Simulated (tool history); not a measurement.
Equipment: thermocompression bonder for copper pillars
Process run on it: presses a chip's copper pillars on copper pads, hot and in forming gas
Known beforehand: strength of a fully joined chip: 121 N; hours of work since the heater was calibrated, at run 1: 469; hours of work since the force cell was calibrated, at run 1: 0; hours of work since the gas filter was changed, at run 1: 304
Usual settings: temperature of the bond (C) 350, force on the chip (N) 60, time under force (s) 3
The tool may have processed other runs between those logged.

run	hour	temperature of the bond (C)	force on the chip (N)	time under force (s)	hours of work since the heater was calibrated	hours of work since the force cell was calibrated	hours of work since the gas filter was changed	force that shears a chip off (N)
1	0.0	350	60	3	469	0	304	53.4
2	32.2	350	60	3	489	20	324	52.6
3	61.0	350	60	3	507	38	342	50.8
4	86.9	350	60	3	524	55	358	51.6
5	117.8	378	60	3	543	74	378	69.0
6	141.8	378	60	3	558	89	393	66.2
7	170.5	378	60	3	576	107	411	68.0
8	193.8	347	60	3	591	122	426	49.4
9	229.1	347	60	3	613	144	448	47.9
10	262.1	347	60	3	634	165	469	49.2
# hour 269.8: forming gas filter changed
11	284.0	347	60	3	648	179	9	51.3
12	313.6	347	60	3	666	197	28	50.8
13	349.8	350	60	3	689	220	50	52.5
14	371.3	350	60	3	703	234	64	51.9
15	387.9	350	60	3	713	244	74	53.2
16	420.3	350	60	3	733	265	95	51.2
17	456.0	350	60	3	756	287	117	51.2
# hour 460.5: heater calibrated with a thermocouple chip
18	481.2	350	60	3	13	302	132	50.9
19	513.0	350	46	3	33	322	152	37.7
20	540.7	350	46	3	51	339	170	36.6
21	576.7	323	60	7	73	362	192	50.0
22	609.4	334	60	7	94	383	213	56.3
23	638.3	347	50	5	112	401	231	46.4
24	656.3	347	50	5	123	412	242	47.5
# hour 679.5: heater calibrated with a thermocouple chip, once more
25	687.1	334	60	3	5	430	261	42.5
26	709.3	323	60	5	19	444	275	44.7
27	735.8	342	60	7	35	461	291	61.7
28	757.5	342	60	7	49	475	305	63.7
29	779.4	378	66	3	63	489	319	74.1
30	814.7	378	41	3	85	511	341	45.9
31	838.3	325	43	2	100	526	356	20.8
32	869.7	353	43	3	120	545	376	36.2
33	902.9	339	47	5	141	566	397	39.9
34	928.2	371	47	5	157	582	413	57.2
35	957.1	350	57	9	175	601	431	67.9
36	987.2	354	57	9	194	620	450	71.6
37	1011.1	357	57	9	209	635	465	74.2
# hour 1024.6: forming gas filter changed
38	1027.4	357	57	9	219	645	2	77.4
39	1052.6	357	57	9	235	660	18	76.6

What if the next run were any one of these 4? Each begins from the tool's condition after run 39:
A	1088.7	369	63	3	258	683	40	?
B	1088.7	376	60	5	258	683	40	?
C	1088.7	362	60	3	258	683	40	?
D	1088.7	350	60	3	258	683	40	?

run	force that shears a chip off (N)
A	65.9
B	77.8
C	58.3
D	52.0
Had the tool no hidden state, the same runs would have come out as:
run	force that shears a chip off (N)
A	69.6
B	81.6
C	61.8
D	55.4
